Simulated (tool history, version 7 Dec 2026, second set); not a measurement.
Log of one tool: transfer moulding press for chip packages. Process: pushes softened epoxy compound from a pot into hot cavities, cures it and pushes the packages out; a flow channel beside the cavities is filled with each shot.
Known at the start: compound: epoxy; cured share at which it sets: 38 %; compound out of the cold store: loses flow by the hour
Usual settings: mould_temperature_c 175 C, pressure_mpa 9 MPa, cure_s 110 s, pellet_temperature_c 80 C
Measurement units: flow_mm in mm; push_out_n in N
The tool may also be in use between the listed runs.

run,hour,mould_temperature_c,pressure_mpa,cure_s,pellet_temperature_c,incoming compound's hours out of the cold store,flow_mm,push_out_n
1,0,175,9,110,80,42.9,632,1114
2,8.3,173,9,110,80,45.9,632,1325
# hour 12.5: cavities cleaned with cleaning compound and waxed
3,17.8,175,9,110,81,35.3,649,706
4,30.4,175,9,110,80,41.1,633,801
5,40.3,175,9,110,80,20.7,682,929
6,48.2,175,9,110,76,19.6,685,978
7,60.1,175,7.76,110,80,36.7,595,1079
8,71.4,175,7.76,110,80,29.6,608,1123
# hour 84: cavities cleaned with cleaning compound and waxed
9,84,175,7.76,110,80,26.1,615,647
10,95.2,175,7.76,110,80,42.1,581,736
11,103.4,175,7.76,110,80,9.2,653,881
12,117.5,175,7.76,110,80,27,612,908
13,126.3,175,7.76,110,77,11.8,646,1047
14,137.8,175,9,110,88,43.8,623,1004
15,147.7,175,9,110,88,39,631,1078
# hour 155.3: cavities cleaned with cleaning compound and waxed
16,155.3,173,9.56,110,77,9.5,728,762
17,168.5,177,10.43,110,77,24.5,705,705
18,181.9,175,7.87,110,81,14.5,639,920
19,190.5,175,7.87,110,81,30.3,606,958
20,204.2,175,7.87,110,81,22.5,621,1037

Expected results for the next run?
21,215.2,169,8.42,113,71,39.5,?,?

Run 21 yielded flow_mm 623 mm, push_out_n 1686 N.
The same run, on a tool lacking any hidden state, would have yielded flow_mm 647 mm, push_out_n 966 N.
